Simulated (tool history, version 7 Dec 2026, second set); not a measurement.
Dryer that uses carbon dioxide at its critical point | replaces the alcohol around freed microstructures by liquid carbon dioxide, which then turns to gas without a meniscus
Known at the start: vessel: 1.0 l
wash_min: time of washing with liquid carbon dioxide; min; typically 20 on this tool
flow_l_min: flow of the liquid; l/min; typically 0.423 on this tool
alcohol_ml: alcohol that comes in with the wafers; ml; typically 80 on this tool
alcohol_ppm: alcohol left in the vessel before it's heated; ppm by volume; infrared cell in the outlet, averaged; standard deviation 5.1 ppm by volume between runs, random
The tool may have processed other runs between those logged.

Run 1, hour 0: usual settings. Result: alcohol_ppm 110 ppm by volume.
Run 2, hour 22.1: usual settings. Result: alcohol_ppm 124 ppm by volume.
Run 3, hour 48.3: usual settings. Result: alcohol_ppm 123 ppm by volume.
Run 4, hour 72.6: usual settings. Result: alcohol_ppm 135 ppm by volume.
Run 5, hour 95.4: usual settings. Result: alcohol_ppm 123 ppm by volume.
Run 6, hour 107.1: usual settings. Result: alcohol_ppm 137 ppm by volume.
Run 7, hour 127.2: usual settings. Result: alcohol_ppm 129 ppm by volume.
At hour 144.7: purifier's bed changed.
Run 8, hour 152: usual settings. Result: alcohol_ppm 55 ppm by volume.
Run 9, hour 172.7: usual settings but wash_min 13 min. Result: alcohol_ppm 726 ppm by volume.
Run 10, hour 198.9: usual settings. Result: alcohol_ppm 69 ppm by volume.
Run 11, hour 223.9: usual settings. Result: alcohol_ppm 69 ppm by volume.
Run 12, hour 248.7: usual settings. Result: alcohol_ppm 66 ppm by volume.
Run 13, hour 264.7: usual settings. Result: alcohol_ppm 69 ppm by volume.
Run 14, hour 292.1: usual settings. Result: alcohol_ppm 89 ppm by volume.
Run 15, hour 319.7: usual settings but alcohol_ml 33 ml. Result: alcohol_ppm 39 ppm by volume.
Run 16, hour 345.3: usual settings but alcohol_ml 33 ml. Result: alcohol_ppm 47 ppm by volume.
Run 17, hour 366.2: usual settings. Result: alcohol_ppm 81 ppm by volume.
Run 18, hour 392.9: usual settings. Result: alcohol_ppm 98 ppm by volume.
Run 19, hour 406.4: usual settings. Result: alcohol_ppm 96 ppm by volume.
Run 20, hour 423: usual settings. Result: alcohol_ppm 93 ppm by volume.
Run 21, hour 443.4: usual settings but flow_l_min 0.397 l/min. Result: alcohol_ppm 143 ppm by volume.
Run 22, hour 465.2: usual settings but flow_l_min 0.397 l/min. Result: alcohol_ppm 141 ppm by volume.
Run 23, hour 477: usual settings. Result: alcohol_ppm 108 ppm by volume.
Run 24, hour 495.9: usual settings but wash_min 15 min, flow_l_min 0.414 l/min, alcohol_ml 24 ml. Result: alcohol_ppm 189 ppm by volume.
Run 25, hour 518.9: usual settings but wash_min 15 min, flow_l_min 0.414 l/min, alcohol_ml 24 ml. Result: alcohol_ppm 193 ppm by volume.
Run 26, hour 540.6: usual settings but wash_min 30 min, flow_l_min 0.385 l/min, alcohol_ml 50 ml. Result: alcohol_ppm 31 ppm by volume.
Run 27, hour 566.5: usual settings but wash_min 18 min, flow_l_min 0.482 l/min, alcohol_ml 89 ml. Result: alcohol_ppm 112 ppm by volume.
Run 28, hour 589.1: usual settings but wash_min 26 min, flow_l_min 0.362 l/min. Result: alcohol_ppm 81 ppm by volume.
Run 29, hour 613.8: usual settings but wash_min 14 min. Result: alcohol_ppm 756 ppm by volume.
Run 30, hour 637.7: usual settings but wash_min 14 min. Result: alcohol_ppm 756 ppm by volume.
Run 31, hour 660.1: usual settings but wash_min 14 min. Result: alcohol_ppm 761 ppm by volume.
Run 32, hour 680.4: usual settings but wash_min 19 min, flow_l_min 0.547 l/min, alcohol_ml 23 ml. Result: alcohol_ppm 36 ppm by volume.
Run 33, hour 696.9: usual settings but wash_min 14 min, flow_l_min 0.686 l/min, alcohol_ml 54 ml. Result: alcohol_ppm 79 ppm by volume.
Run 34, hour 718.1: usual settings but wash_min 27 min, flow_l_min 0.516 l/min. Result: alcohol_ppm 47 ppm by volume.

Expected results for the next run?
Run 35, hour 735.5: usual settings but wash_min 27 min, flow_l_min 0.663 l/min. Result: alcohol_ppm ?.

For run 35 the tool returned alcohol_ppm 39 ppm by volume.
If the tool had no hidden condition, the same run with the same run-to-run variation would have returned alcohol_ppm 5 ppm by volume.

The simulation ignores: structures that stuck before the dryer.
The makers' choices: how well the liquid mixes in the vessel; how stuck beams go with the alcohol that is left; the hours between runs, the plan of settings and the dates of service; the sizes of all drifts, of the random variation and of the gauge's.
